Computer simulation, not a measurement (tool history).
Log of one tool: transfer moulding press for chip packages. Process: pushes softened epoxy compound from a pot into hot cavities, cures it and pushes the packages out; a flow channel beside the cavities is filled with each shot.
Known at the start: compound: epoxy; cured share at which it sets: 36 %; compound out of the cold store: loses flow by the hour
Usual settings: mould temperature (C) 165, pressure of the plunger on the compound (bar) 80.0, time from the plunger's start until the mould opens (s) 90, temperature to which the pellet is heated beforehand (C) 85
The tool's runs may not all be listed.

run    hour  mould temperature (C)  pressure of the plunger on the compound (bar)  time from the plunger's start until the mould opens (s)  temperature to which the pellet is heated beforehand (C)  incoming compound's hours out of the cold store  length that the compound runs in the flow channel (mm)  greatest force on the pins that push the packages out (N)
  1     0.0                    165                                           80.0                                                       90                                                        85                                             11.6                                                     640                                                        715
       19.8  -- cavities cleaned with cleaning compound and waxed
  2    52.1                    165                                           80.0                                                       90                                                        85                                             28.9                                                     610                                                        660
       89.5  -- cavities cleaned with cleaning compound and waxed
  3   117.9                    165                                           80.0                                                       90                                                        85                                             39.6                                                     593                                                        664
      138.5  -- plunger's sealing rings changed
      160.7  -- cavities cleaned with cleaning compound and waxed
  4   190.3                    165                                           80.0                                                       90                                                        89                                             12.9                                                     634                                                        708
      225.3  -- cavities cleaned with cleaning compound and waxed
  5   267.2                    165                                           80.0                                                      100                                                        85                                             47.3                                                     580                                                        534
      290.6  -- cavities cleaned with cleaning compound and waxed
  6   311.2                    165                                           80.0                                                      100                                                        85                                             10.4                                                     643                                                        585
  7   346.2                    165                                           80.0                                                      100                                                        85                                             13.7                                                     634                                                        573
      357.8  -- cavities cleaned with cleaning compound and waxed
      366.7  -- mould's thermocouples calibrated
  8   380.6                    165                                           80.0                                                      100                                                        85                                             14.6                                                     633                                                        530
      424.1  -- cavities cleaned with cleaning compound and waxed
  9   434.4                    165                                           80.0                                                      100                                                        85                                             20.8                                                     626                                                        546
      493.0  -- cavities cleaned with cleaning compound and waxed
      503.1  -- plunger's sealing rings changed
 10   509.3                    165                                           80.0                                                      100                                                        85                                             22.1                                                     624                                                        544
 11   540.1                    165                                           80.0                                                       90                                                        85                                             28.1                                                     608                                                        693
      565.2  -- cavities cleaned with cleaning compound and waxed
 12   581.4                    165                                           80.0                                                       90                                                        85                                             21.9                                                     623                                                        687
      631.2  -- cavities cleaned with cleaning compound and waxed
 13   633.2                    165                                           80.0                                                       90                                                        85                                             10.4                                                     640                                                        726
      696.1  -- cavities cleaned with cleaning compound and waxed
 14   696.1                    165                                           80.0                                                       90                                                        85                                             19.0                                                     627                                                        706
      763.5  -- cavities cleaned with cleaning compound and waxed
 15   763.5                    165                                           80.0                                                       90                                                        85                                             42.6                                                     590                                                        670
 16   807.5                    173                                           70.3                                                       86                                                        85                                             10.0                                                     584                                                        490
      832.0  -- cavities cleaned with cleaning compound and waxed
      867.6  -- plunger's sealing rings changed
 17   881.0                    168                                           70.3                                                       86                                                        85                                             27.5                                                     569                                                        611
      901.8  -- cavities cleaned with cleaning compound and waxed
 18   949.9                    167                                           70.3                                                       74                                                        83                                             28.4                                                     569                                                        997
      967.0  -- cavities cleaned with cleaning compound and waxed
 19  1028.3                    171                                           84.7                                                       90                                                        85                                             30.6                                                     612                                                        471
     1035.3  -- cavities cleaned with cleaning compound and waxed
 20  1073.7                    166                                           94.8                                                       94                                                        85                                             21.0                                                     677                                                        582
     1104.5  -- cavities cleaned with cleaning compound and waxed
 21  1111.2                    157                                           94.8                                                       94                                                        75                                             38.6                                                     662                                                       1150
     1175.1  -- cavities cleaned with cleaning compound and waxed
 22  1183.8                    168                                           90.9                                                      126                                                        92                                             31.3                                                     638                                                        396
     1230.1  -- plunger's sealing rings changed
     1243.9  -- cavities cleaned with cleaning compound and waxed
 23  1248.2                    168                                           90.9                                                      126                                                        92                                             23.5                                                     652                                                        402
 24  1305.0                    168                                           90.9                                                      126                                                        92                                             42.4                                                     622                                                        399
     1312.2  -- cavities cleaned with cleaning compound and waxed
 25  1349.1                    172                                           65.1                                                       90                                                        95                                             36.1                                                     528                                                        452
     1379.5  -- cavities cleaned with cleaning compound and waxed
 26  1389.4                    165                                           91.8                                                      114                                                        85                                             31.0                                                     648                                                        455

3 ways to go on from here, each from the tool as it stands after run 26. What would each give?
     1444.5  -- cavities cleaned with cleaning compound and waxed
  A  1466.8                    165                                           80.0                                                      118                                                        85                                              8.7                                                       ?                                                          ?
     1444.5  -- cavities cleaned with cleaning compound and waxed
  B  1466.8                    160                                           91.8                                                      114                                                        85                                             30.3                                                       ?                                                          ?
     1444.5  -- cavities cleaned with cleaning compound and waxed
  C  1466.8                    160                                           80.0                                                       90                                                        85                                             23.1                                                       ?                                                          ?

run  length that the compound runs in the flow channel (mm)  greatest force on the pins that push the packages out (N)
  A                                                     646                                                        455
  B                                                     666                                                        556
  C                                                     629                                                        992
Without the tool's hidden state the same runs would have given:
run  length that the compound runs in the flow channel (mm)  greatest force on the pins that push the packages out (N)
  A                                                     646                                                        454
  B                                                     666                                                        554
  C                                                     630                                                        989
